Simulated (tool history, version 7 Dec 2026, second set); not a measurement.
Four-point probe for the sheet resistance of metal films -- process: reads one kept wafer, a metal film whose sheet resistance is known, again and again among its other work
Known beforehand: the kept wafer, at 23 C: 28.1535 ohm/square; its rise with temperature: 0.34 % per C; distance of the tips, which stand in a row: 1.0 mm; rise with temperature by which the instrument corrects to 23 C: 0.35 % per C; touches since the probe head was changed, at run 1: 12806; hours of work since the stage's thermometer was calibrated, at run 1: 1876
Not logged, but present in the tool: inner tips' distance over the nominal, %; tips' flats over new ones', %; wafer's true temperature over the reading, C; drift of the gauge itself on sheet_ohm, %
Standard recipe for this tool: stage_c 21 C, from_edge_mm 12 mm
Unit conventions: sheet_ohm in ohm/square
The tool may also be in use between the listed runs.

| run | hour | stage_c | from_edge_mm | touches since the probe head was changed | hours of work since the stage's thermometer was calibrated | sheet_ohm |
|---|---|---|---|---|---|---|
| 1 | 0.0 | 21 | 12 | 12806 | 1876 | 28.264086 |
| 2 | 27.4 | 21 | 4 | 13450 | 1896 | 29.066289 |
| 3 | 78.4 | 21 | 12 | 14650 | 1935 | 28.264142 |
| 4 | 110.6 | 21 | 12 | 15408 | 1959 | 28.265934 |
| 5 | 145.2 | 21 | 12 | 16223 | 1985 | 28.270640 |
| 6 | 185.3 | 21 | 12 | 17166 | 2015 | 28.268362 |
|  | 233.2 | stage's thermometer calibrated |
| 7 | 237.6 | 21 | 12 | 18385 | 3 | 28.260566 |
| 8 | 281.3 | 21 | 12 | 19412 | 36 | 28.264993 |
| 9 | 328.1 | 21 | 13 | 20514 | 71 | 28.250266 |
| 10 | 363.0 | 21 | 13 | 21335 | 98 | 28.250138 |
| 11 | 393.0 | 21 | 13 | 22040 | 120 | 28.242722 |
| 12 | 433.7 | 35 | 12 | 22999 | 151 | 28.229913 |
| 13 | 480.3 | 25 | 22 | 24095 | 186 | 28.189915 |
| 14 | 521.8 | 25 | 22 | 25072 | 217 | 28.177734 |
| 15 | 555.8 | 25 | 22 | 25872 | 242 | 28.189632 |
| 16 | 586.9 | 25 | 22 | 26604 | 266 | 28.185542 |
| 17 | 637.4 | 21 | 3 | 27790 | 304 | 29.743068 |
| 18 | 668.2 | 21 | 3 | 28517 | 327 | 29.755923 |
| 19 | 709.2 | 22 | 6 | 29481 | 358 | 28.573571 |
| 20 | 735.3 | 35 | 9 | 30094 | 377 | 28.330615 |

Take each entry between the runs: how does the hidden state at the last listed run before it differ from the hidden state at the first listed run after it?
Between runs 6 and 7: stage's thermometer calibrated (hour 233.2)
  no hidden state differs between the two runs
